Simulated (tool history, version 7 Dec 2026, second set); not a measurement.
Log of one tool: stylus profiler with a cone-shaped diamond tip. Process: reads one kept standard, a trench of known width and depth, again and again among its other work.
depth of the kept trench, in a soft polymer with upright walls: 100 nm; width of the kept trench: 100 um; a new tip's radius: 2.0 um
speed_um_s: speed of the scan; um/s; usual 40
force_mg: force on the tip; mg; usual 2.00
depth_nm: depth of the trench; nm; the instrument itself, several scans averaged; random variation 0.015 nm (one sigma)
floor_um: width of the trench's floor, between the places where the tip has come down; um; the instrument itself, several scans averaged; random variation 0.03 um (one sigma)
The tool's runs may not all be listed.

run	hour	speed_um_s	force_mg	depth_nm	floor_um
1	0.0	40	2.00	101.17	98.51
2	15.0	40	3.24	101.60	98.59
3	28.6	40	3.24	101.59	98.52
4	41.0	40	2.00	101.15	98.48
5	59.3	40	2.00	101.16	98.48
6	80.6	40	2.00	101.15	98.47
7	93.1	40	2.00	101.15	98.52
8	111.2	40	2.00	101.15	98.50
9	134.9	80	2.00	101.13	98.19
10	158.7	80	2.00	101.15	98.26
11	174.4	40	2.00	101.16	98.49
12	193.6	40	2.00	101.17	98.47
13	203.6	40	3.66	101.75	98.57
14	219.9	134	5.35	102.22	98.19
15	237.4	122	4.23	101.91	98.12
16	260.6	15	1.67	101.03	98.64
17	275.8	15	0.86	100.65	98.54
18	287.9	35	2.00	101.15	98.51
19	306.5	11	1.47	100.95	98.68
20	324.7	11	1.47	100.93	98.64
21	349.0	39	1.90	101.09	98.48
22	370.1	39	1.90	101.12	98.48
23	388.7	39	1.90	101.11	98.50

5 ways to go on from here, each from the tool as it stands after run 23. What would each give?
A	402.5	16	2.37	?	?
B	402.5	152	1.04	?	?
C	402.5	40	1.90	?	?
D	402.5	127	3.77	?	?
E	402.5	62	2.96	?	?

run	depth_nm	floor_um
A	101.29	98.62
B	100.74	97.34
C	101.14	98.43
D	101.76	98.06
E	101.52	98.39
Without the tool's hidden state the same runs would have given:
run	depth_nm	floor_um
A	101.29	98.62
B	100.74	97.34
C	101.14	98.43
D	101.76	98.06
E	101.52	98.39
